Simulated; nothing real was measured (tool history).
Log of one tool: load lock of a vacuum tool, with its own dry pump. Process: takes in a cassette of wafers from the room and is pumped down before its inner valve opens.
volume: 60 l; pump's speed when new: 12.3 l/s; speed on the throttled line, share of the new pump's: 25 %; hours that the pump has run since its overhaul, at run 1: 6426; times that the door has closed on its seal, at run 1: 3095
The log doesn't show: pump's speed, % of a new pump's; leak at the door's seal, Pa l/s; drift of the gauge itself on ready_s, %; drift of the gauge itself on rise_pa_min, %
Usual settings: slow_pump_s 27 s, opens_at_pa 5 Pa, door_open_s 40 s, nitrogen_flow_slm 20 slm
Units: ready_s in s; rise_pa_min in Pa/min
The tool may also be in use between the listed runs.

run,day,slow_pump_s,opens_at_pa,door_open_s,nitrogen_flow_slm,hours that the pump has run since its overhaul,times that the door has closed on its seal,"incoming humidity of the room's air, %",ready_s,rise_pa_min
1,0.000,27,5,40,20,6426,3095,44.0,71.4,0.010
2,6.642,27,5,40,20,6586,3701,47.1,73.0,0.022
3,10.033,27,5,40,20,6667,4010,44.0,73.0,0.018
4,16.108,27,5,40,20,6813,4564,42.7,73.3,0.018
5,20.408,27,5,40,20,6916,4955,44.0,73.9,0.024
6,23.575,27,5,40,20,6992,5244,46.2,72.4,0.021
7,26.671,27,5,40,20,7067,5526,45.7,73.5,0.017
8,29.617,27,5,40,20,7137,5795,47.6,72.6,0.017
9,32.754,27,5,40,20,7213,6081,44.2,72.8,0.022
10,38.829,27,5,40,20,7358,6634,47.1,74.0,0.020
11,45.625,27,5,40,5,7522,7254,44.6,72.8,0.027
12,50.879,27,5,40,5,7648,7732,42.7,74.0,0.030
13,54.792,27,5,40,5,7741,8089,44.9,72.7,0.034
14,59.567,27,5,40,5,7856,8524,47.2,73.6,0.034
15,65.896,27,5,40,5,8008,9101,46.3,74.1,0.035
16,71.683,27,5,40,20,8147,9628,43.2,75.3,0.029
17,75.817,27,5,40,20,8246,10005,42.2,73.5,0.030
18,79.588,27,5,40,6,8337,10349,47.0,72.9,0.035
19,84.896,27,5,94,20,8464,10832,48.7,74.1,0.044
20,90.692,27,5,94,20,8603,11361,45.4,74.6,0.038
21,96.429,27,5,94,20,8741,11884,45.3,74.1,0.038
22,102.917,41,5,34,20,8896,12475,45.0,84.4,0.032
23,109.504,41,5,34,20,9055,13075,44.1,83.8,0.030
24,112.304,41,5,31,11,9122,13331,45.7,83.6,0.035
25,117.017,40,5,137,8,9235,13760,40.9,83.5,0.058
26,120.650,40,5,137,8,9322,14091,46.0,83.0,0.064
27,125.488,30,6,32,20,9438,14532,45.9,75.7,0.037
28,131.596,30,6,32,20,9585,15089,44.9,75.3,0.034
29,136.579,14,6,40,20,9704,15543,43.3,64.6,0.040
30,143.175,14,6,40,20,9863,16144,45.8,63.8,0.040
31,146.921,14,4,134,20,9953,16485,48.0,67.0,0.054
32,150.950,14,4,134,20,10049,16853,40.8,67.0,0.053
33,154.029,27,7,40,20,10123,17133,39.6,72.7,0.043
34,159.404,37,7,43,11,10252,17623,43.0,79.9,0.049
35,164.038,27,5,83,20,10363,18046,44.6,74.6,0.053
36,167.454,27,6,90,5,10445,18357,45.9,73.9,0.068
37,172.875,27,6,90,5,10576,18851,46.7,74.2,0.066

Hidden state or all else? Some run-to-run changes of ready_s, split into what the settings, what came in and random variation would give without the hidden state, and what is left for the hidden state (with any gauge scatter that isn't in both results):
Run 21 -> 22: slow_pump_s 27 -> 41, door_open_s 94 -> 34. ready_s +10.3 s: hidden state -0.2, all else +10.5.
Run 26 -> 27: slow_pump_s 40 -> 30, opens_at_pa 5 -> 6, door_open_s 137 -> 32, nitrogen_flow_slm 8 -> 20. ready_s -7.3 s: hidden state +0.3, all else -7.6.
Run 28 -> 29: slow_pump_s 30 -> 14, door_open_s 32 -> 40. ready_s -10.7 s: hidden state +0.6, all else -11.3.
Run 32 -> 33: slow_pump_s 14 -> 27, opens_at_pa 4 -> 7, door_open_s 134 -> 40. ready_s +5.7 s: hidden state -1.0, all else +6.7.
Run 34 -> 35: slow_pump_s 37 -> 27, opens_at_pa 7 -> 5, door_open_s 43 -> 83, nitrogen_flow_slm 11 -> 20. ready_s -5.3 s: hidden state +0.6, all else -5.9.
